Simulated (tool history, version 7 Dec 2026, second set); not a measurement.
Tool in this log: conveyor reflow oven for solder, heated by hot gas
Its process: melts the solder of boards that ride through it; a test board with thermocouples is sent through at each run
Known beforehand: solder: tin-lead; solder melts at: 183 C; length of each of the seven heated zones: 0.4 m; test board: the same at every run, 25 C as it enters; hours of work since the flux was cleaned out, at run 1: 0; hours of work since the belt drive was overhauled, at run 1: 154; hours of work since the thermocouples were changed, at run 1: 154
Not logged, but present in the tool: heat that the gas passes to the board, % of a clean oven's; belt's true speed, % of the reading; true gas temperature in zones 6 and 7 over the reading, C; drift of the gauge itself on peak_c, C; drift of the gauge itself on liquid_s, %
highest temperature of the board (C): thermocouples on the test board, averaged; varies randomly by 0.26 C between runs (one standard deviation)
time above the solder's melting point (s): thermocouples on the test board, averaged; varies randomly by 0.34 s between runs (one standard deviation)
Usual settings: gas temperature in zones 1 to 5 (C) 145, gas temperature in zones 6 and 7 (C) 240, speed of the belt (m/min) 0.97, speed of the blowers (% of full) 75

run,day,gas temperature in zones 1 to 5 (C),gas temperature in zones 6 and 7 (C),speed of the belt (m/min),speed of the blowers (% of full),hours of work since the flux was cleaned out,hours of work since the belt drive was overhauled,hours of work since the thermocouples were changed,highest temperature of the board (C),time above the solder's melting point (s)
1,0,145,240,0.97,75,0,154,154,222.4,41.6
2,1.158,145,240,0.97,75,21,175,175,221.9,40.2
3,1.912,145,240,0.97,75,35,189,189,222,41
4,3.183,145,240,0.97,75,58,213,213,222.3,41.2
5,4.45,158,240,0.97,75,82,236,236,224.5,45.8
6,5.821,136,240,0.97,75,107,261,261,219.9,38
7,6.538,136,240,0.97,75,120,274,274,220.4,38.2
8,7.721,145,240,1.075,75,142,296,296,218.6,35.2
9,8.346,145,240,1.075,75,153,307,307,218.7,34.9
10,8.983,145,229,1.075,75,165,319,319,209.6,29.9
11,9.867,145,229,1.075,75,181,335,335,209.6,30.9
12,10.442,145,229,1.075,75,192,346,346,209.7,30.1
13,11.812,145,229,1.075,75,217,371,371,209.3,30.1
# day 13.058: flux residue cleaned out of gas plates and filters
14,13.346,145,229,1.075,75,5,395,395,208.4,29.7
15,14.438,145,240,0.97,75,25,415,415,220.9,40.1
16,15.583,145,235,0.97,75,46,436,436,217.2,38.3
17,16.317,145,235,0.97,75,60,450,450,217,38.5
18,17.688,150,245,0.857,83,85,475,475,231.8,52.3
19,18.425,134,240,0.98,75,98,488,488,218.6,35.8
20,19.292,134,240,0.98,75,114,504,504,218.1,35.8
21,20.133,145,231,0.97,75,130,520,520,213.3,37.2
# day 20.612: flux residue cleaned out of gas plates and filters, once more
22,21.112,145,246,0.89,75,9,534,534,231,48.5
23,22.5,137,236,0.97,75,35,559,559,217.6,36.6

The next listed run, before its measurement:
24,23.888,137,236,0.992,63,60,585,585,?,?

For run 24 the tool returned highest temperature of the board (C) 212.7, time above the solder's melting point (s) 33.5.
Minus the tool's unlogged condition, the same run would have read highest temperature of the board (C) 212.1, time above the solder's melting point (s) 32.8.

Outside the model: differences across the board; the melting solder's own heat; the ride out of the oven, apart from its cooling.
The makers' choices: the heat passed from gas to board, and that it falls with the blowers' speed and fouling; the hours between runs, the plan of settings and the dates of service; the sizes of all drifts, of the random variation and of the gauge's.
